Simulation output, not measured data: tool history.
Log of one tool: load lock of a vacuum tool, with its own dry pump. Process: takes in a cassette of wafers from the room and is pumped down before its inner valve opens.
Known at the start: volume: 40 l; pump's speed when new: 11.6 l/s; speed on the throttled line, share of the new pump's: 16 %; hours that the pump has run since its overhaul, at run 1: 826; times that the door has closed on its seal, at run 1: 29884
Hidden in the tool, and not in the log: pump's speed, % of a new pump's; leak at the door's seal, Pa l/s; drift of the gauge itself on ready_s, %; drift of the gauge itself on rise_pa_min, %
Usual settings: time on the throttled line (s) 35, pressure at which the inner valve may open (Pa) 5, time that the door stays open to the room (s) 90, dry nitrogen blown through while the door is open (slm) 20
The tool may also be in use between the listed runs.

run	day	time on the throttled line (s)	pressure at which the inner valve may open (Pa)	time that the door stays open to the room (s)	dry nitrogen blown through while the door is open (slm)	hours that the pump has run since its overhaul	times that the door has closed on its seal	incoming humidity of the room's air, %	time from the closed door until the inner valve may open (s)	rise of the pressure with all valves shut (Pa/min)
1	0.000	35	5	90	20	826	29884	44.2	64.9	0.544
2	4.325	35	5	90	20	929	30335	43.7	64.1	0.563
3	6.542	35	5	90	20	983	30566	47.2	63.7	0.570
4	9.712	35	5	90	20	1059	30897	46.8	65.5	0.577
5	12.779	35	5	90	20	1132	31217	43.6	65.3	0.575
6	17.367	35	5	90	20	1242	31695	44.1	64.7	0.587
# day 21.679: door's seal changed, seat wiped
7	21.679	35	5	90	20	1344	0	45.2	65.2	0.041
8	26.404	35	5	90	20	1458	493	40.3	64.9	0.043
9	31.225	35	5	90	20	1574	996	46.5	65.2	0.048
10	33.783	35	5	90	20	1635	1263	43.9	64.3	0.050
11	36.583	35	5	90	20	1702	1555	45.2	64.1	0.045
12	41.467	35	5	207	20	1819	2064	47.8	65.0	0.070
13	45.958	35	5	207	20	1927	2533	45.6	64.5	0.081
14	48.554	35	5	90	20	1989	2803	40.1	65.2	0.048
15	51.775	35	5	90	20	2067	3139	46.8	64.8	0.060
16	54.100	19	8	90	7	2122	3382	45.0	49.1	0.083
17	57.596	19	7	37	14	2206	3746	44.1	49.9	0.050
18	62.004	40	5	36	20	2312	4206	42.9	69.4	0.055
19	66.404	35	7	90	27	2418	4665	43.9	63.3	0.064
20	71.179	43	6	39	18	2532	5163	45.4	71.0	0.065
21	73.579	31	6	50	10	2590	5414	40.0	61.0	0.068
22	76.450	31	6	50	10	2659	5713	44.4	61.1	0.078
23	79.462	27	6	60	6	2731	6027	44.6	57.1	0.092
24	83.888	27	5	60	6	2837	6489	47.6	58.9	0.104
25	88.646	43	5	90	20	2952	6985	45.4	71.7	0.095
26	90.683	43	6	109	21	3001	7198	45.4	71.1	0.095

Forecast each of these 5 alternatives for the next run:
A	93.579	43	7	134	21	3070	7500	47.5	?	?
B	93.579	35	5	90	8	3070	7500	41.8	?	?
C	93.579	23	6	109	21	3070	7500	41.7	?	?
D	93.579	54	5	90	20	3070	7500	41.9	?	?
E	93.579	26	5	129	20	3070	7500	48.2	?	?

run	time from the closed door until the inner valve may open (s)	rise of the pressure with all valves shut (Pa/min)
A	70.0	0.115
B	64.7	0.109
C	54.4	0.100
D	80.9	0.096
E	57.5	0.113
Without the tool's hidden state the same runs would have given:
run	time from the closed door until the inner valve may open (s)	rise of the pressure with all valves shut (Pa/min)
A	69.0	0.055
B	63.6	0.051
C	53.3	0.040
D	79.9	0.037
E	56.4	0.054

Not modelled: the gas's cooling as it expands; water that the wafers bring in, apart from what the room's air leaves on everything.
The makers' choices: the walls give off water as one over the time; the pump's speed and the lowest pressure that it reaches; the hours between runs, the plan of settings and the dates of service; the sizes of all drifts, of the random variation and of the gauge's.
